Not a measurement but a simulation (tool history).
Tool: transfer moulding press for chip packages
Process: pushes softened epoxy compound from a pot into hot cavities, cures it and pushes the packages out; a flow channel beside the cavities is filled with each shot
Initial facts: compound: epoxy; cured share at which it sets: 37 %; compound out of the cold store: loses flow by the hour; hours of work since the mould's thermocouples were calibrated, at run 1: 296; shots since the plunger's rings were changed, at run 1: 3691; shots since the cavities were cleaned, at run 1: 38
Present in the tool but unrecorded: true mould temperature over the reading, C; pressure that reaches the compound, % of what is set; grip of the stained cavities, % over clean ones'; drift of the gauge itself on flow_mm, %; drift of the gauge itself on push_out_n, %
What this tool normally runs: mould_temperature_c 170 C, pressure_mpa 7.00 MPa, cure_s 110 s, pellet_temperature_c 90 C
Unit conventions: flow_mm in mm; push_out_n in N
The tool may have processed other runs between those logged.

run,hour,mould_temperature_c,pressure_mpa,cure_s,pellet_temperature_c,hours of work since the mould's thermocouples were calibrated,shots since the plunger's rings were changed,shots since the cavities were cleaned,incoming compound's hours out of the cold store,flow_mm,push_out_n
1,0.0,170,7.00,110,90,296,3691,38,20.7,672,477
2,47.8,170,7.00,110,90,316,4037,384,13.6,702,586
# hour 74.3: plunger's sealing rings changed
3,95.5,177,7.00,110,90,335,154,712,31.4,661,530
# hour 120.5: cavities cleaned with cleaning compound and waxed
4,126.4,177,7.00,110,90,348,367,43,15.9,730,625
5,156.7,177,7.00,110,90,361,587,263,9.0,752,595
6,185.8,170,7.00,110,90,373,797,473,36.1,663,678
7,214.3,170,5.26,110,90,385,1004,680,19.6,619,697
# hour 241.5: cavities cleaned with cleaning compound and waxed
8,252.8,166,5.26,110,90,401,1272,82,17.4,634,607
9,296.8,166,5.26,110,90,420,1591,401,36.8,568,685
10,346.4,170,7.00,92,88,441,1950,760,18.5,706,826
# hour 363.5: cavities cleaned with cleaning compound and waxed
# hour 377.1: cavities cleaned with cleaning compound and waxed, once more
11,384.6,170,7.00,92,88,456,2206,54,18.8,705,656
12,417.1,170,7.00,92,88,470,2441,289,21.2,696,771

Below are 4 alternative next runs, each starting from the tool's condition after run 12. Predict each:
A,444.2,171,5.53,92,88,481,2637,485,42.5,?,?
B,444.2,166,8.19,121,88,481,2637,485,18.6,?,?
C,444.2,170,6.52,92,88,481,2637,485,32.3,?,?
D,444.2,170,7.00,146,94,481,2637,485,24.4,?,?

run,flow_mm,push_out_n
A,538,722
B,765,643
C,626,790
D,674,525
Had the tool no hidden state, the same runs would have come out as:
run,flow_mm,push_out_n
A,563,529
B,801,471
C,655,581
D,706,379
